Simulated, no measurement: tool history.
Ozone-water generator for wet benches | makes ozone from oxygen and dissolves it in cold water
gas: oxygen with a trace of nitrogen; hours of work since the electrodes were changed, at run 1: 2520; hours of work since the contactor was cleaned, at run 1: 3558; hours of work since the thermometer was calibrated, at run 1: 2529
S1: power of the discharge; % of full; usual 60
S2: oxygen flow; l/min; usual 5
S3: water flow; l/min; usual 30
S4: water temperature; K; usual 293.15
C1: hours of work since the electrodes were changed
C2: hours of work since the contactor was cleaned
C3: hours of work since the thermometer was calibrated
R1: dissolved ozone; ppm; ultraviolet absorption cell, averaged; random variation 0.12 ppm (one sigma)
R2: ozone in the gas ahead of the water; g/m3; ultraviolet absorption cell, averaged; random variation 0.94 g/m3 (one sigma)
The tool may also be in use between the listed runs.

run,day,S1,S2,S3,S4,C1,C2,C3,R1,R2
1,0,60,5,30,293.15,2520,3558,2529,8.9,140.7
2,3.708,60,5,30,293.15,2575,3613,2583,9.1,139.5
3,7.917,60,5,30,293.15,2637,3675,2646,9.1,139.4
4,10.912,60,5,30,293.15,2682,3719,2690,9,140.2
# day 11.979: water thermometer calibrated
5,14.738,50,5,30,293.15,2738,3776,41,7.9,124.7
6,17.388,79,5,30,293.15,2777,3815,80,10.6,164.6
7,22.575,60,5,30,300.15,2854,3891,157,8.1,138.4
8,26.812,60,5,30,300.15,2916,3954,219,8.1,139
9,31.592,60,5,30,289.15,2987,4025,290,9.3,137
10,33.812,60,5,30,289.15,3020,4057,323,9.2,137.1
11,36.933,48,2.52,34,295.15,3066,4104,369,5.2,152.3
12,40.079,70,3.3,36,296.15,3112,4150,415,6.6,173.2
13,42.204,60,5,25,289.15,3144,4181,447,10.9,137

Hidden state at the last listed run before each entry between runs and at the first one after, where it differs:
Between runs 4 and 5: water thermometer calibrated (day 11.979)
  yield of the discharge, % of new electrodes': 86.6 -> 86.4; contactor's efficiency, % of a clean one's: 89.9 -> 89.8; true water temperature over the reading, C: 0.47 -> 0.02
  measured less the result without the state, R1: -2 -> -1.5 ppm; R2: -19.2 -> -15.2 g/m3
